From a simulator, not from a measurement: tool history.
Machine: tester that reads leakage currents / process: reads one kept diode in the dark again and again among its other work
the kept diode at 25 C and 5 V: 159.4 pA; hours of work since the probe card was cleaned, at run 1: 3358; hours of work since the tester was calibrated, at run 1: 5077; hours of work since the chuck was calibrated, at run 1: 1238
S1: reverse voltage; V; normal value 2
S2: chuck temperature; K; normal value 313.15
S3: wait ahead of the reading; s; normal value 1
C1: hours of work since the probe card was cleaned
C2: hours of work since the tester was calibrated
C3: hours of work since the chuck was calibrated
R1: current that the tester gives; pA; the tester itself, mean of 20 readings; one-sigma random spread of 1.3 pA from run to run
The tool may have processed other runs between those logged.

run 1 day=0 | S1=2 S2=313.15 S3=1 | C1=3358 C2=5077 C3=1238 | R1=413.28
run 2 day=6.542 | S1=2 S2=313.15 S3=1 | C1=3475 C2=5194 C3=1354 | R1=418.24
-- day=11.362 probe card cleaned and baked
run 3 day=11.554 | S1=2 S2=307.15 S3=1 | C1=3 C2=5281 C3=1442 | R1=256.66
run 4 day=18.404 | S1=2 S2=307.15 S3=1 | C1=126 C2=5404 C3=1564 | R1=257.2
-- day=25.183 tester calibrated
run 5 day=26.462 | S1=3.11 S2=313.15 S3=1 | C1=268 C2=23 C3=1707 | R1=477.81
run 6 day=30.392 | S1=2 S2=313.15 S3=2.58 | C1=339 C2=93 C3=1777 | R1=416.79
run 7 day=38.425 | S1=2 S2=316.15 S3=1 | C1=482 C2=237 C3=1921 | R1=525.92
run 8 day=42.45 | S1=2 S2=316.15 S3=1 | C1=554 C2=309 C3=1993 | R1=525.01
run 9 day=47.038 | S1=2 S2=316.15 S3=1 | C1=636 C2=391 C3=2075 | R1=527.47
run 10 day=54.675 | S1=2.41 S2=313.15 S3=1 | C1=773 C2=527 C3=2211 | R1=441.95
-- day=58.75 chuck's temperature calibrated
run 11 day=62.896 | S1=2.41 S2=313.15 S3=1 | C1=918 C2=673 C3=74 | R1=439.58
run 12 day=67.917 | S1=2.41 S2=313.15 S3=1 | C1=1008 C2=763 C3=164 | R1=440.54
run 13 day=75.108 | S1=9.64 S2=329.15 S3=1.15 | C1=1137 C2=891 C3=292 | R1=2264.87
run 14 day=82.729 | S1=2.75 S2=312.15 S3=0.69 | C1=1273 C2=1027 C3=429 | R1=425.86
run 15 day=88.862 | S1=2.75 S2=312.15 S3=0.69 | C1=1383 C2=1137 C3=538 | R1=426
run 16 day=93.862 | S1=2.75 S2=312.15 S3=0.69 | C1=1472 C2=1226 C3=628 | R1=423.6
run 17 day=99.829 | S1=2.75 S2=312.15 S3=0.69 | C1=1579 C2=1333 C3=734 | R1=425.91
run 18 day=105.625 | S1=1.54 S2=309.15 S3=0.76 | C1=1682 C2=1437 C3=838 | R1=279.21
run 19 day=112.612 | S1=4.06 S2=319.15 S3=1 | C1=1807 C2=1562 C3=963 | R1=826.51
run 20 day=120.175 | S1=1.67 S2=313.15 S3=1 | C1=1942 C2=1697 C3=1098 | R1=391.82
run 21 day=124.617 | S1=3.07 S2=307.15 S3=0.56 | C1=2022 C2=1776 C3=1178 | R1=293.79
run 22 day=129.546 | S1=3.07 S2=307.15 S3=0.56 | C1=2110 C2=1864 C3=1266 | R1=294.21

Each row is a separate what-if for the run after 22, all from the same tool condition, not one after another. Results?
run A day=137.342 | S1=3.07 S2=328.15 S3=0.56 | C1=2249 C2=2004 C3=1405 | R1=?
run B day=137.342 | S1=8.1 S2=307.15 S3=0.35 | C1=2249 C2=2004 C3=1405 | R1=?
run C day=137.342 | S1=3.07 S2=307.15 S3=0.36 | C1=2249 C2=2004 C3=1405 | R1=?

run=A R1=1474.18
run=B R1=399.63
run=C R1=293.76
Had the tool no hidden state, the same runs would have come out as:
run=A R1=1475.41
run=B R1=399.99
run=C R1=294.03
